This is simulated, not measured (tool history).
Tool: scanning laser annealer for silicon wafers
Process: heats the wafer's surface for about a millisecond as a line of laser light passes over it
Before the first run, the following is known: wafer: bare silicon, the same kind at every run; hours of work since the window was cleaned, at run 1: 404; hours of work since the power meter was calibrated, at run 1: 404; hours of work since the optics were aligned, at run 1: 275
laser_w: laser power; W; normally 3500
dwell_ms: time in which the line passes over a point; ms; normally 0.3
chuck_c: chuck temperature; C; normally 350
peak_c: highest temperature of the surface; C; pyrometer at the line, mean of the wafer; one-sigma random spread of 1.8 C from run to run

run	hour	laser_w	dwell_ms	chuck_c	hours of work since the window was cleaned	hours of work since the power meter was calibrated	hours of work since the optics were aligned	peak_c
1	0	3500	0.3	350	404	404	275	1037
2	44	3550	0.3	350	425	425	295	1050
3	66.6	3550	0.3	350	435	435	306	1049
4	98.9	3500	0.3	350	450	450	321	1038
5	154.5	3500	0.3	350	476	476	347	1034
6	203.8	3500	0.3	350	499	499	370	1033
7	242.6	3500	0.3	350	517	517	388	1031
8	272.1	3500	0.3	350	531	531	402	1028
9	323.9	3500	0.3	382	555	555	426	1063
10	372.4	3500	0.3	382	578	578	448	1058
11	414.4	3500	0.3	350	597	597	468	1026
12	445.3	3500	0.3	350	612	612	482	1023
13	498	3500	0.3	350	636	636	507	1022
# hour 503.4: window over the wafer cleaned
14	532.1	3478	0.243	338	13	651	522	929
15	558.8	3801	0.212	347	26	664	534	954
16	599	3500	0.3	381	45	683	553	1048
17	633	3500	0.3	381	60	698	569	1044
18	666.2	3116	0.242	317	76	714	584	828
19	709	3116	0.242	317	96	734	604	830
20	742.7	3116	0.242	317	112	750	620	826
# hour 777.1: window over the wafer cleaned, once more
21	789.1	3116	0.242	317	6	770	641	861
22	816.4	3500	0.3	312	18	783	653	1011
23	843.1	3533	0.228	312	31	795	666	923
24	887.4	3533	0.228	312	51	816	686	921
25	940.5	3533	0.228	312	76	841	711	918

Here are 4 independent what-if runs from the current tool condition. What would each one return?
A	992.5	3500	0.306	377	100	865	735	?
B	992.5	3533	0.227	388	100	865	735	?
C	992.5	3500	0.246	316	100	865	735	?
D	992.5	3598	0.228	312	100	865	735	?

run	peak_c
A	1081
B	994
C	938
D	934
With the hidden condition removed and each run's random variation left untouched, the same runs would have given:
run	peak_c
A	1101
B	1011
C	955
D	951

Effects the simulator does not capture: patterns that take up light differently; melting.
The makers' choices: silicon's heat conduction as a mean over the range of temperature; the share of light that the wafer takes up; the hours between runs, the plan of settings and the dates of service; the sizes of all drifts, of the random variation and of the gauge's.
